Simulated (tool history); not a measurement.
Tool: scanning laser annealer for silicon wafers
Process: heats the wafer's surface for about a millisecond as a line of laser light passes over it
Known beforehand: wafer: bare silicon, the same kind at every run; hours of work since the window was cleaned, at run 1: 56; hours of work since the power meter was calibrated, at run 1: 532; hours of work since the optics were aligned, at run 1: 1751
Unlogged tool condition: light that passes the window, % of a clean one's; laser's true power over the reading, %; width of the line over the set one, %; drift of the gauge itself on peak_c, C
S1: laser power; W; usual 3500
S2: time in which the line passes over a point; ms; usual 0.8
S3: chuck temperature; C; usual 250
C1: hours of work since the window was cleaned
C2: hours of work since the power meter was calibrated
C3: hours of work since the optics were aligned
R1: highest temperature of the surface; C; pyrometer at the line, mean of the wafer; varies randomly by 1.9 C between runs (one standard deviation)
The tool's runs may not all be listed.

{"run": 1, "hour": 0.0, "S1": 3500, "S2": 0.8, "S3": 250, "C1": 56, "C2": 532, "C3": 1751, "R1": 1060}
{"run": 2, "hour": 53.5, "S1": 3500, "S2": 0.8, "S3": 250, "C1": 86, "C2": 561, "C3": 1780, "R1": 1064}
{"run": 3, "hour": 100.5, "S1": 3500, "S2": 0.8, "S3": 250, "C1": 112, "C2": 587, "C3": 1806, "R1": 1060}
{"hour": 113.5, "done": "optics aligned, line set to its width"}
{"run": 4, "hour": 157.9, "S1": 3500, "S2": 0.8, "S3": 250, "C1": 141, "C2": 616, "C3": 25, "R1": 1075}
{"run": 5, "hour": 197.4, "S1": 3500, "S2": 0.8, "S3": 250, "C1": 163, "C2": 638, "C3": 46, "R1": 1070}
{"run": 6, "hour": 221.5, "S1": 3500, "S2": 0.8, "S3": 250, "C1": 176, "C2": 651, "C3": 60, "R1": 1070}
{"run": 7, "hour": 249.8, "S1": 3500, "S2": 0.8, "S3": 250, "C1": 192, "C2": 667, "C3": 75, "R1": 1069}
{"run": 8, "hour": 297.3, "S1": 3500, "S2": 0.8, "S3": 251, "C1": 218, "C2": 693, "C3": 102, "R1": 1072}
{"run": 9, "hour": 342.4, "S1": 3500, "S2": 0.8, "S3": 227, "C1": 243, "C2": 718, "C3": 127, "R1": 1043}
{"run": 10, "hour": 389.9, "S1": 3500, "S2": 0.8, "S3": 227, "C1": 269, "C2": 745, "C3": 153, "R1": 1040}
{"run": 11, "hour": 420.5, "S1": 3500, "S2": 0.8, "S3": 227, "C1": 286, "C2": 761, "C3": 170, "R1": 1042}
{"run": 12, "hour": 464.2, "S1": 3500, "S2": 0.8, "S3": 227, "C1": 311, "C2": 786, "C3": 194, "R1": 1040}
{"run": 13, "hour": 511.5, "S1": 3500, "S2": 0.8, "S3": 250, "C1": 337, "C2": 812, "C3": 220, "R1": 1063}
{"run": 14, "hour": 562.5, "S1": 3500, "S2": 0.8, "S3": 250, "C1": 365, "C2": 840, "C3": 248, "R1": 1059}
{"run": 15, "hour": 590.4, "S1": 3500, "S2": 0.8, "S3": 250, "C1": 380, "C2": 855, "C3": 264, "R1": 1057}
{"run": 16, "hour": 619.7, "S1": 3500, "S2": 0.8, "S3": 250, "C1": 397, "C2": 872, "C3": 280, "R1": 1057}
{"run": 17, "hour": 650.9, "S1": 3500, "S2": 0.8, "S3": 250, "C1": 414, "C2": 889, "C3": 297, "R1": 1057}
{"run": 18, "hour": 686.5, "S1": 3500, "S2": 0.8, "S3": 250, "C1": 433, "C2": 909, "C3": 317, "R1": 1056}
{"run": 19, "hour": 726.3, "S1": 3500, "S2": 0.8, "S3": 250, "C1": 456, "C2": 931, "C3": 339, "R1": 1054}
{"run": 20, "hour": 753.3, "S1": 3500, "S2": 0.8, "S3": 250, "C1": 470, "C2": 946, "C3": 354, "R1": 1056}
{"run": 21, "hour": 794.4, "S1": 3394, "S2": 0.811, "S3": 231, "C1": 493, "C2": 968, "C3": 377, "R1": 1005}
{"run": 22, "hour": 818.8, "S1": 3259, "S2": 0.978, "S3": 232, "C1": 507, "C2": 982, "C3": 390, "R1": 1030}
{"hour": 855.7, "done": "window over the wafer cleaned"}
{"run": 23, "hour": 858.2, "S1": 3639, "S2": 0.9, "S3": 212, "C1": 1, "C2": 1002, "C3": 411, "R1": 1132}
{"run": 24, "hour": 880.8, "S1": 3639, "S2": 0.9, "S3": 212, "C1": 14, "C2": 1015, "C3": 423, "R1": 1130}
{"run": 25, "hour": 934.0, "S1": 2986, "S2": 0.9, "S3": 226, "C1": 43, "C2": 1044, "C3": 453, "R1": 938}
{"run": 26, "hour": 968.8, "S1": 3425, "S2": 0.843, "S3": 250, "C1": 63, "C2": 1064, "C3": 472, "R1": 1076}
{"run": 27, "hour": 999.1, "S1": 3425, "S2": 0.843, "S3": 250, "C1": 79, "C2": 1080, "C3": 489, "R1": 1071}
{"run": 28, "hour": 1047.4, "S1": 3038, "S2": 0.811, "S3": 256, "C1": 106, "C2": 1107, "C3": 516, "R1": 945}
{"run": 29, "hour": 1086.2, "S1": 3695, "S2": 0.811, "S3": 214, "C1": 128, "C2": 1129, "C3": 537, "R1": 1103}
{"run": 30, "hour": 1124.7, "S1": 2977, "S2": 0.8, "S3": 223, "C1": 149, "C2": 1150, "C3": 558, "R1": 897}
{"run": 31, "hour": 1160.4, "S1": 2977, "S2": 0.8, "S3": 223, "C1": 169, "C2": 1170, "C3": 578, "R1": 894}
{"run": 32, "hour": 1186.5, "S1": 2977, "S2": 0.8, "S3": 223, "C1": 183, "C2": 1184, "C3": 593, "R1": 888}
{"run": 33, "hour": 1224.4, "S1": 3119, "S2": 0.812, "S3": 286, "C1": 204, "C2": 1205, "C3": 614, "R1": 992}
{"run": 34, "hour": 1279.2, "S1": 3119, "S2": 0.812, "S3": 286, "C1": 234, "C2": 1235, "C3": 644, "R1": 992}
{"run": 35, "hour": 1305.7, "S1": 3500, "S2": 0.92, "S3": 216, "C1": 249, "C2": 1250, "C3": 658, "R1": 1085}
{"run": 36, "hour": 1357.7, "S1": 3239, "S2": 0.989, "S3": 216, "C1": 278, "C2": 1279, "C3": 687, "R1": 1021}
{"run": 37, "hour": 1390.8, "S1": 3158, "S2": 0.964, "S3": 283, "C1": 296, "C2": 1297, "C3": 706, "R1": 1057}
{"run": 38, "hour": 1420.9, "S1": 3500, "S2": 0.646, "S3": 250, "C1": 313, "C2": 1314, "C3": 722, "R1": 994}
{"run": 39, "hour": 1466.2, "S1": 3500, "S2": 0.646, "S3": 250, "C1": 338, "C2": 1339, "C3": 747, "R1": 991}
{"run": 40, "hour": 1499.5, "S1": 3500, "S2": 0.961, "S3": 250, "C1": 356, "C2": 1357, "C3": 766, "R1": 1126}

Below are 4 alternative next runs, each starting from the tool's condition after run 40. Predict each:
{"run": "A", "hour": 1535.7, "S1": 3587, "S2": 0.583, "S3": 250, "C1": 376, "C2": 1377, "C3": 786, "R1": "?"}
{"run": "B", "hour": 1535.7, "S1": 3346, "S2": 0.776, "S3": 233, "C1": 376, "C2": 1377, "C3": 786, "R1": "?"}
{"run": "C", "hour": 1535.7, "S1": 3500, "S2": 0.721, "S3": 216, "C1": 376, "C2": 1377, "C3": 786, "R1": "?"}
{"run": "D", "hour": 1535.7, "S1": 2999, "S2": 0.7, "S3": 268, "C1": 376, "C2": 1377, "C3": 786, "R1": "?"}

run=A R1=978
run=B R1=988
run=C R1=989
run=D R1=895
Take away the tool's hidden state, keep each run's random variation, and the runs would have read:
run=A R1=1004
run=B R1=1014
run=C R1=1016
run=D R1=917
